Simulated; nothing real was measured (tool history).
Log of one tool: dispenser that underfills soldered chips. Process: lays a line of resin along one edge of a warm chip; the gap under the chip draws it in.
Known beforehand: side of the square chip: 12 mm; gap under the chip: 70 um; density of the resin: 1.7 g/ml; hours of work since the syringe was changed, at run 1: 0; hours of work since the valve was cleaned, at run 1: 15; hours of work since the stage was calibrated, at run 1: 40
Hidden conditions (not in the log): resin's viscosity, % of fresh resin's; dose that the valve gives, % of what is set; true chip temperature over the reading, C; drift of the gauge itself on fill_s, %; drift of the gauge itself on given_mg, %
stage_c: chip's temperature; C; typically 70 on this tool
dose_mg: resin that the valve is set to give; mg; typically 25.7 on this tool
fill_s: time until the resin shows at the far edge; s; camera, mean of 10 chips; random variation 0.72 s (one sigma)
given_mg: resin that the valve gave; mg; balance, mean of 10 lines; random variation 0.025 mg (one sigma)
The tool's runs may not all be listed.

| run | hour | stage_c | dose_mg | hours of work since the syringe was changed | hours of work since the valve was cleaned | hours of work since the stage was calibrated | fill_s | given_mg |
|---|---|---|---|---|---|---|---|---|
| 1 | 0 | 70 | 25.7 | 0 | 15 | 40 | 67.7 | 25.55 |
| 2 | 6.5 | 70 | 25.7 | 5 | 20 | 45 | 96.4 | 25.53 |
|  | 7.1 | new syringe of resin |
| 3 | 12.6 | 70 | 25.7 | 4 | 24 | 49 | 90.2 | 25.47 |
|  | 14.6 | new syringe of resin |
| 4 | 20 | 70 | 25.7 | 4 | 30 | 55 | 88.6 | 25.43 |
|  | 22 | new syringe of resin |
| 5 | 28.3 | 70 | 25.7 | 5 | 36 | 61 | 95.5 | 25.29 |
|  | 29.8 | new syringe of resin |
| 6 | 33.8 | 59 | 25.7 | 3 | 40 | 65 | 138.3 | 25.25 |
|  | 37.1 | new syringe of resin |
| 7 | 39.1 | 70 | 32.2 | 2 | 44 | 69 | 74.3 | 31.59 |
|  | 41.1 | dispensing valve cleaned and set on the balance |
| 8 | 44.7 | 70 | 32.2 | 5 | 3 | 72 | 98.4 | 32.31 |
|  | 45.5 | new syringe of resin |
|  | 53.3 | new syringe of resin |
| 9 | 53.4 | 70 | 32.2 | 0 | 9 | 78 | 66.5 | 32.18 |
| 10 | 60.1 | 70 | 32.2 | 5 | 14 | 83 | 96.1 | 32.17 |
|  | 60.8 | new syringe of resin |
|  | 68.4 | new syringe of resin |
| 11 | 69.6 | 70 | 32.2 | 1 | 21 | 90 | 69.2 | 32.07 |
|  | 75.7 | new syringe of resin |
| 12 | 75.7 | 70 | 25.7 | 0 | 25 | 94 | 68.2 | 25.52 |
| 13 | 81 | 70 | 33.1 | 4 | 29 | 98 | 87.7 | 32.8 |
|  | 83.2 | new syringe of resin |
| 14 | 88.4 | 70 | 21.9 | 4 | 35 | 104 | 94.8 | 21.66 |
|  | 90.9 | new syringe of resin |
| 15 | 96.3 | 70 | 21.9 | 4 | 41 | 110 | 96.4 | 21.58 |
|  | 98.8 | new syringe of resin |
| 16 | 100.3 | 70 | 21.9 | 1 | 43 | 113 | 78.7 | 21.59 |
|  | 102.6 | dispensing valve cleaned and set on the balance |
|  | 107.2 | new syringe of resin |
| 17 | 109.5 | 70 | 21.9 | 2 | 5 | 118 | 81.7 | 21.94 |
|  | 114.6 | new syringe of resin |
| 18 | 116.4 | 57 | 24.7 | 1 | 10 | 124 | 137.8 | 24.73 |
|  | 122.1 | new syringe of resin |
| 19 | 124.6 | 70 | 31.1 | 2 | 16 | 130 | 77.9 | 30.99 |
|  | 130 | new syringe of resin |
| 20 | 131.4 | 70 | 31.1 | 1 | 21 | 135 | 75.4 | 31 |
|  | 137.3 | new syringe of resin |
| 21 | 138.1 | 72 | 24.7 | 1 | 26 | 139 | 66.6 | 24.56 |
|  | 144.8 | new syringe of resin |
| 22 | 144.8 | 67 | 25.2 | 0 | 31 | 144 | 79.2 | 25.01 |
| 23 | 150.6 | 58 | 25.7 | 4 | 35 | 149 | 163.9 | 25.45 |
|  | 152.2 | new syringe of resin |
| 24 | 156.1 | 58 | 25.7 | 3 | 39 | 153 | 144.1 | 25.4 |
|  | 160.1 | new syringe of resin |
| 25 | 160.3 | 60 | 29.7 | 0 | 42 | 156 | 107.3 | 29.29 |
|  | 164.3 | dispensing valve cleaned and set on the balance |
| 26 | 166.9 | 69 | 23.9 | 4 | 2 | 160 | 101.4 | 23.87 |
|  | 168.6 | new syringe of resin |
| 27 | 175.2 | 69 | 21.9 | 5 | 8 | 166 | 108.8 | 21.85 |
|  | 176.2 | new syringe of resin |
| 28 | 180.7 | 69 | 21.9 | 3 | 12 | 170 | 97.4 | 21.78 |
|  | 184.1 | new syringe of resin |
| 29 | 186.9 | 62 | 22.6 | 2 | 17 | 174 | 119.3 | 22.5 |
|  | 191.5 | new syringe of resin |
| 30 | 193.2 | 62 | 22.6 | 1 | 21 | 179 | 113.9 | 22.4 |
| 31 | 198.4 | 63 | 28.3 | 5 | 25 | 183 | 136.7 | 28.02 |
|  | 199.1 | new syringe of resin |
| 32 | 204.4 | 63 | 29.4 | 4 | 29 | 187 | 127.2 | 29.01 |
|  | 206.4 | new syringe of resin |
| 33 | 212 | 63 | 29.4 | 4 | 35 | 193 | 131.4 | 28.97 |

Below are 5 alternative next runs, each starting from the tool's condition after run 33. Predict each:
|  | 213.7 | new syringe of resin |
| A | 219.3 | 75 | 22.9 | 4 | 40 | 198 | ? | ? |
|  | 213.7 | new syringe of resin |
| B | 219.3 | 59 | 24 | 4 | 40 | 198 | ? | ? |
|  | 213.7 | new syringe of resin |
| C | 219.3 | 56 | 32 | 4 | 40 | 198 | ? | ? |
|  | 213.7 | new syringe of resin |
| D | 219.3 | 75 | 25.7 | 4 | 40 | 198 | ? | ? |
|  | 213.7 | new syringe of resin |
| E | 219.3 | 70 | 28.2 | 4 | 40 | 198 | ? | ? |

| run | fill_s | given_mg |
|---|---|---|
| A | 81.5 | 22.49 |
| B | 165 | 23.56 |
| C | 179 | 31.45 |
| D | 78.3 | 25.24 |
| E | 94.7 | 27.72 |
The same runs, with their run-to-run variation unchanged, on a tool lacking any hidden condition would have given:
| run | fill_s | given_mg |
|---|---|---|
| A | 55.3 | 22.89 |
| B | 110.7 | 23.97 |
| C | 120.6 | 32.01 |
| D | 53 | 25.69 |
| E | 64 | 28.21 |
